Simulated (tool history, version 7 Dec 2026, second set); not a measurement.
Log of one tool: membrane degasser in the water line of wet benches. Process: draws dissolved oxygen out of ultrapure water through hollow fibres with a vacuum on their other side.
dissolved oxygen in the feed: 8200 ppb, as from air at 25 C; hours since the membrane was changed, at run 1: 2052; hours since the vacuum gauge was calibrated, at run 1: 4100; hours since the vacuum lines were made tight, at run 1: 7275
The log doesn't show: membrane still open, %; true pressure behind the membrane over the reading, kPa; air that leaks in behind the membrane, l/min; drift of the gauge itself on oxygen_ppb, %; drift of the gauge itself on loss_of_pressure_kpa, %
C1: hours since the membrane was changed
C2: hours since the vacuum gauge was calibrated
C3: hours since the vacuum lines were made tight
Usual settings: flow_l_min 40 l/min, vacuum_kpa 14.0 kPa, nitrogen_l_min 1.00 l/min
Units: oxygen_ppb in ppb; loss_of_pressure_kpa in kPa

{"run": 1, "hour": 0.0, "flow_l_min": 40, "vacuum_kpa": 14.0, "nitrogen_l_min": 1.0, "C1": 2052, "C2": 4100, "C3": 7275, "oxygen_ppb": 844.8, "loss_of_pressure_kpa": 48.33}
{"run": 2, "hour": 73.0, "flow_l_min": 40, "vacuum_kpa": 14.0, "nitrogen_l_min": 1.0, "C1": 2125, "C2": 4173, "C3": 7348, "oxygen_ppb": 841.4, "loss_of_pressure_kpa": 48.09}
{"run": 3, "hour": 104.8, "flow_l_min": 40, "vacuum_kpa": 14.0, "nitrogen_l_min": 0.96, "C1": 2157, "C2": 4205, "C3": 7380, "oxygen_ppb": 864.7, "loss_of_pressure_kpa": 47.6}
{"run": 4, "hour": 148.0, "flow_l_min": 40, "vacuum_kpa": 14.0, "nitrogen_l_min": 0.96, "C1": 2200, "C2": 4248, "C3": 7423, "oxygen_ppb": 867.1, "loss_of_pressure_kpa": 48.26}
{"run": 5, "hour": 208.5, "flow_l_min": 40, "vacuum_kpa": 14.0, "nitrogen_l_min": 0.96, "C1": 2260, "C2": 4309, "C3": 7483, "oxygen_ppb": 864.8, "loss_of_pressure_kpa": 47.98}
{"run": 6, "hour": 265.3, "flow_l_min": 40, "vacuum_kpa": 14.0, "nitrogen_l_min": 0.96, "C1": 2317, "C2": 4365, "C3": 7540, "oxygen_ppb": 866.7, "loss_of_pressure_kpa": 48.07}
{"run": 7, "hour": 308.7, "flow_l_min": 40, "vacuum_kpa": 14.0, "nitrogen_l_min": 1.0, "C1": 2361, "C2": 4409, "C3": 7584, "oxygen_ppb": 836.7, "loss_of_pressure_kpa": 48.37}
{"hour": 342.0, "done": "vacuum gauge calibrated"}
{"run": 8, "hour": 373.5, "flow_l_min": 57, "vacuum_kpa": 14.0, "nitrogen_l_min": 1.0, "C1": 2425, "C2": 32, "C3": 7648, "oxygen_ppb": 1158.4, "loss_of_pressure_kpa": 69.15}
{"run": 9, "hour": 426.7, "flow_l_min": 57, "vacuum_kpa": 14.0, "nitrogen_l_min": 0.56, "C1": 2478, "C2": 85, "C3": 7701, "oxygen_ppb": 1583.6, "loss_of_pressure_kpa": 68.73}
{"run": 10, "hour": 461.1, "flow_l_min": 48, "vacuum_kpa": 28.7, "nitrogen_l_min": 1.23, "C1": 2512, "C2": 119, "C3": 7736, "oxygen_ppb": 1747.9, "loss_of_pressure_kpa": 57.93}
{"run": 11, "hour": 519.1, "flow_l_min": 33, "vacuum_kpa": 23.5, "nitrogen_l_min": 1.23, "C1": 2570, "C2": 177, "C3": 7793, "oxygen_ppb": 1077.6, "loss_of_pressure_kpa": 40.13}
{"run": 12, "hour": 562.4, "flow_l_min": 46, "vacuum_kpa": 14.0, "nitrogen_l_min": 1.9, "C1": 2614, "C2": 220, "C3": 7837, "oxygen_ppb": 612.5, "loss_of_pressure_kpa": 55.18}
{"run": 13, "hour": 613.4, "flow_l_min": 46, "vacuum_kpa": 14.0, "nitrogen_l_min": 1.9, "C1": 2665, "C2": 271, "C3": 7888, "oxygen_ppb": 615.5, "loss_of_pressure_kpa": 55.43}
{"run": 14, "hour": 658.7, "flow_l_min": 25, "vacuum_kpa": 13.9, "nitrogen_l_min": 1.07, "C1": 2710, "C2": 317, "C3": 7933, "oxygen_ppb": 528.2, "loss_of_pressure_kpa": 29.9}

4 ways to go on from here, each from the tool as it stands after run 14. What would each give?
{"run": "A", "hour": 696.6, "flow_l_min": 35, "vacuum_kpa": 8.6, "nitrogen_l_min": 2.2, "C1": 2748, "C2": 355, "C3": 7971, "oxygen_ppb": "?", "loss_of_pressure_kpa": "?"}
{"run": "B", "hour": 696.6, "flow_l_min": 45, "vacuum_kpa": 33.4, "nitrogen_l_min": 1.0, "C1": 2748, "C2": 355, "C3": 7971, "oxygen_ppb": "?", "loss_of_pressure_kpa": "?"}
{"run": "C", "hour": 696.6, "flow_l_min": 30, "vacuum_kpa": 23.6, "nitrogen_l_min": 0.91, "C1": 2748, "C2": 355, "C3": 7971, "oxygen_ppb": "?", "loss_of_pressure_kpa": "?"}
{"run": "D", "hour": 696.6, "flow_l_min": 41, "vacuum_kpa": 13.8, "nitrogen_l_min": 2.62, "C1": 2748, "C2": 355, "C3": 7971, "oxygen_ppb": "?", "loss_of_pressure_kpa": "?"}

run=A oxygen_ppb=219.0 loss_of_pressure_kpa=42.43
run=B oxygen_ppb=2144.6 loss_of_pressure_kpa=54.38
run=C oxygen_ppb=1238.9 loss_of_pressure_kpa=36.26
run=D oxygen_ppb=414.7 loss_of_pressure_kpa=49.63
Without the tool's hidden state the same runs would have given:
run=A oxygen_ppb=214.1 loss_of_pressure_kpa=41.61
run=B oxygen_ppb=2133.6 loss_of_pressure_kpa=53.33
run=C oxygen_ppb=1227.4 loss_of_pressure_kpa=35.56
run=D oxygen_ppb=405.8 loss_of_pressure_kpa=48.67
